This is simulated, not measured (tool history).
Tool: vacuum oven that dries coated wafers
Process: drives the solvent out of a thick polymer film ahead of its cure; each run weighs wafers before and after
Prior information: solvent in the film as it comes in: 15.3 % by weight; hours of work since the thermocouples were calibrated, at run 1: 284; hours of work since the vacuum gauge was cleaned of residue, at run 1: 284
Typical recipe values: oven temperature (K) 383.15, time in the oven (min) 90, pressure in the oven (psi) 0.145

run	hour	oven temperature (K)	time in the oven (min)	pressure in the oven (psi)	hours of work since the thermocouples were calibrated	hours of work since the vacuum gauge was cleaned of residue	solvent left in the film (%)
1	0.0	383.15	90	0.145	284	284	2.05
2	78.6	383.15	90	0.145	330	330	2.05
3	169.3	383.15	90	0.145	383	383	2.07
4	219.6	383.15	49	0.145	412	412	4.51
5	323.0	383.15	49	0.145	473	473	4.54
6	390.1	383.15	90	0.145	512	512	2.02
7	480.5	383.15	90	0.145	565	565	1.92
8	548.5	383.15	90	0.145	605	605	1.92
9	641.2	383.15	90	0.145	659	659	1.84
10	752.7	383.15	90	0.145	725	725	1.90
11	810.1	383.15	90	0.145	758	758	2.03
12	860.7	383.15	90	0.145	788	788	1.90
13	933.2	383.15	90	0.350	830	830	2.37
14	1027.2	383.15	90	0.350	886	886	2.33
15	1103.2	383.15	90	0.350	930	930	2.28
16	1180.1	383.15	90	0.350	975	975	2.25
17	1228.7	383.15	90	0.203	1004	1004	2.03
18	1307.0	383.15	90	0.203	1049	1049	1.96
19	1358.8	383.15	90	0.203	1080	1080	1.97
20	1464.1	383.15	90	0.203	1142	1142	1.95
21	1529.4	383.15	90	0.203	1180	1180	1.94
22	1599.4	383.15	90	0.102	1221	1221	1.81
23	1690.1	383.15	90	0.102	1274	1274	1.71
24	1784.6	383.15	90	0.135	1329	1329	1.83
25	1843.1	394.15	47	0.194	1364	1364	2.45
26	1901.2	383.15	60	0.145	1398	1398	3.29
27	1994.4	383.15	60	0.252	1452	1452	3.38
28	2057.9	387.15	90	0.499	1489	1489	1.88
# hour 2142.4: oven's thermocouples calibrated
29	2148.7	395.15	147	0.389	4	1541	0.70
# hour 2158.4: vacuum gauge cleaned of residue and calibrated
30	2258.8	368.15	90	0.145	67	59	5.03
31	2362.7	383.15	150	0.419	128	120	1.52
32	2409.8	383.15	150	0.419	156	147	1.47
33	2475.2	382.15	69	0.103	194	186	3.30
34	2575.8	382.15	69	0.103	253	245	3.21
35	2677.1	369.15	66	0.273	312	304	6.47
36	2722.8	369.15	66	0.273	339	331	6.33
37	2783.1	394.15	55	0.097	375	366	2.14
38	2885.1	383.15	45	0.219	434	426	5.02
39	2944.1	383.15	45	0.219	469	460	5.05
40	3003.5	389.15	68	0.257	504	495	2.25
41	3084.1	389.15	68	0.257	551	542	2.30
42	3156.0	391.15	90	0.145	593	584	1.10
43	3204.1	383.15	107	0.084	621	613	1.48
44	3317.7	392.15	52	0.087	688	679	2.53
45	3365.4	392.15	52	0.252	716	707	2.77
46	3454.4	392.15	52	0.252	768	759	2.67
47	3504.0	371.15	115	0.145	797	788	3.13
48	3583.4	381.15	116	0.441	843	835	2.09

Measured minus without-hidden-state, run by run (identical run-to-run variation in each term; gauge scatter may differ):
What the log doesn't record here: true wafer temperature over the reading, C; true pressure over the reading, kPa; drift of the gauge itself on solvent_pct, %.
run	solvent left in the film (%)
1	-0.13
2	-0.15
3	-0.16
4	-0.22
5	-0.24
6	-0.19
7	-0.21
8	-0.22
9	-0.23
10	-0.25
11	-0.26
12	-0.26
13	-0.30
14	-0.31
15	-0.32
16	-0.34
17	-0.32
18	-0.34
19	-0.34
20	-0.36
21	-0.37
22	-0.37
23	-0.37
24	-0.39
25	-0.48
26	-0.55
27	-0.57
28	-0.41
29	+0.05
30	-0.01
31	-0.01
32	-0.01
33	-0.06
34	-0.07
35	-0.10
36	-0.11
37	-0.09
38	-0.15
39	-0.16
40	-0.13
41	-0.14
42	-0.09
43	-0.12
44	-0.19
45	-0.21
46	-0.22
47	-0.25
48	-0.20

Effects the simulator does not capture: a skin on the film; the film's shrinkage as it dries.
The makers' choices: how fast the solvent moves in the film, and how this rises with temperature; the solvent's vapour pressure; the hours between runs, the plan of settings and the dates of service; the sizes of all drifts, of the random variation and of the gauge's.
